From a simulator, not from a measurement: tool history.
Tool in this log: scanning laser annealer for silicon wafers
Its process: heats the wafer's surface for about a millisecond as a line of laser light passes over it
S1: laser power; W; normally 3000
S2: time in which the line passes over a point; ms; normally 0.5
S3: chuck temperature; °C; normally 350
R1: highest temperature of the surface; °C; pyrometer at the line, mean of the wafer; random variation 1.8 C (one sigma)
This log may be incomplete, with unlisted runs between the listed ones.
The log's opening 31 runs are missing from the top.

| run | hour | S1 | S2 | S3 | R1 |
|---|---|---|---|---|---|
| 32 | 245.5 | 2647 | 0.355 | 355 | 860 |
| 33 | 256.2 | 3000 | 0.519 | 316 | 1052 |
| 34 | 265.5 | 3000 | 0.519 | 316 | 1056 |
| 35 | 275.5 | 3000 | 0.519 | 316 | 1056 |
| 36 | 280.6 | 3220 | 0.404 | 316 | 1016 |
| 37 | 287 | 2687 | 0.5 | 314 | 943 |
| 38 | 296 | 2687 | 0.5 | 314 | 939 |
| 39 | 304.5 | 2687 | 0.5 | 314 | 939 |
| 40 | 311.9 | 3265 | 0.548 | 368 | 1218 |

4 ways to go on from here, each from the tool as it stands after run 40. What would each give?
| A | 319.9 | 3265 | 0.548 | 319 | ? |
| B | 319.9 | 2798 | 0.478 | 386 | ? |
| C | 319.9 | 2983 | 0.572 | 325 | ? |
| D | 319.9 | 3014 | 0.5 | 364 | ? |

| run | R1 |
|---|---|
| A | 1172 |
| B | 1029 |
| C | 1101 |
| D | 1092 |
The same runs, with their run-to-run variation unchanged, on a tool lacking any hidden condition would have given:
| run | R1 |
|---|---|
| A | 1172 |
| B | 1029 |
| C | 1102 |
| D | 1093 |
